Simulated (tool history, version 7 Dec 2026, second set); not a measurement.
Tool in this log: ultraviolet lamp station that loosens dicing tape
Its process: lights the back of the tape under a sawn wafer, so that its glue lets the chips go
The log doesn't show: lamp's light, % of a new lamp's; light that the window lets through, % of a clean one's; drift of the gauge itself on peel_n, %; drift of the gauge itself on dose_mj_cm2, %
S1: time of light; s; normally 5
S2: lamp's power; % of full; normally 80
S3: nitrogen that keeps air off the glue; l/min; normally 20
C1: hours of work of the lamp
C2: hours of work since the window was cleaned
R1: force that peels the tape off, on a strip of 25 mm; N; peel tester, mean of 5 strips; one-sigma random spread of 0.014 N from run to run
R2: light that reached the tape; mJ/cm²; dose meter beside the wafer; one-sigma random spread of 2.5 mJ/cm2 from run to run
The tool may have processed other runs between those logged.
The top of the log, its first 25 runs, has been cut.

{"run": 26, "day": 32.229, "S1": 5, "S2": 81, "S3": 30, "C1": 1109, "C2": 201, "R1": 0.728, "R2": 244}
{"run": 27, "day": 33.396, "S1": 10, "S2": 76, "S3": 10, "C1": 1124, "C2": 216, "R1": 0.576, "R2": 453}
{"run": 28, "day": 34.721, "S1": 9, "S2": 84, "S3": 32, "C1": 1141, "C2": 233, "R1": 0.273, "R2": 445}
{"run": 29, "day": 35.508, "S1": 9, "S2": 84, "S3": 32, "C1": 1151, "C2": 243, "R1": 0.256, "R2": 450}
{"run": 30, "day": 36.762, "S1": 9, "S2": 84, "S3": 32, "C1": 1168, "C2": 260, "R1": 0.271, "R2": 445}
{"run": 31, "day": 37.942, "S1": 9, "S2": 84, "S3": 32, "C1": 1183, "C2": 275, "R1": 0.279, "R2": 442}
{"run": 32, "day": 39.567, "S1": 3, "S2": 80, "S3": 20, "C1": 1204, "C2": 296, "R1": 1.857, "R2": 137}
{"run": 33, "day": 40.967, "S1": 3, "S2": 80, "S3": 20, "C1": 1222, "C2": 314, "R1": 1.893, "R2": 139}
{"run": 34, "day": 41.675, "S1": 7, "S2": 89, "S3": 22, "C1": 1231, "C2": 323, "R1": 0.472, "R2": 357}
{"run": 35, "day": 42.946, "S1": 7, "S2": 89, "S3": 37, "C1": 1248, "C2": 340, "R1": 0.355, "R2": 356}
{"run": 36, "day": 44.346, "S1": 4, "S2": 72, "S3": 10, "C1": 1266, "C2": 358, "R1": 2.06, "R2": 161}
{"run": 37, "day": 45.35, "S1": 3, "S2": 80, "S3": 35, "C1": 1279, "C2": 371, "R1": 1.602, "R2": 137}
{"run": 38, "day": 46.446, "S1": 2, "S2": 62, "S3": 19, "C1": 1293, "C2": 385, "R1": 2.992, "R2": 68}
{"run": 39, "day": 47.633, "S1": 5, "S2": 69, "S3": 32, "C1": 1308, "C2": 400, "R1": 1.006, "R2": 194}
{"run": 40, "day": 48.396, "S1": 5, "S2": 69, "S3": 16, "C1": 1318, "C2": 410, "R1": 1.432, "R2": 191}
{"run": 41, "day": 49.138, "S1": 6, "S2": 70, "S3": 20, "C1": 1328, "C2": 420, "R1": 1.039, "R2": 233}
{"run": 42, "day": 50.292, "S1": 2, "S2": 70, "S3": 20, "C1": 1343, "C2": 435, "R1": 2.72, "R2": 79}
{"run": 43, "day": 51.504, "S1": 5, "S2": 75, "S3": 20, "C1": 1359, "C2": 451, "R1": 1.183, "R2": 209}

Consider 3 possible next runs. They are alternatives, not a sequence: every one starts from the tool as it was left by run 43. What does each give?
{"run": "A", "day": 52.917, "S1": 5, "S2": 84, "S3": 20, "C1": 1377, "C2": 469, "R1": "?", "R2": "?"}
{"run": "B", "day": 52.917, "S1": 5, "S2": 75, "S3": 6, "C1": 1377, "C2": 469, "R1": "?", "R2": "?"}
{"run": "C", "day": 52.917, "S1": 5, "S2": 95, "S3": 20, "C1": 1377, "C2": 469, "R1": "?", "R2": "?"}

run=A R1=1.034 R2=224
run=B R1=2.176 R2=201
run=C R1=0.896 R2=255
Without the tool's unlogged condition, the same runs would have read:
run=A R1=0.595 R2=320
run=B R1=1.547 R2=288
run=C R1=0.502 R2=364
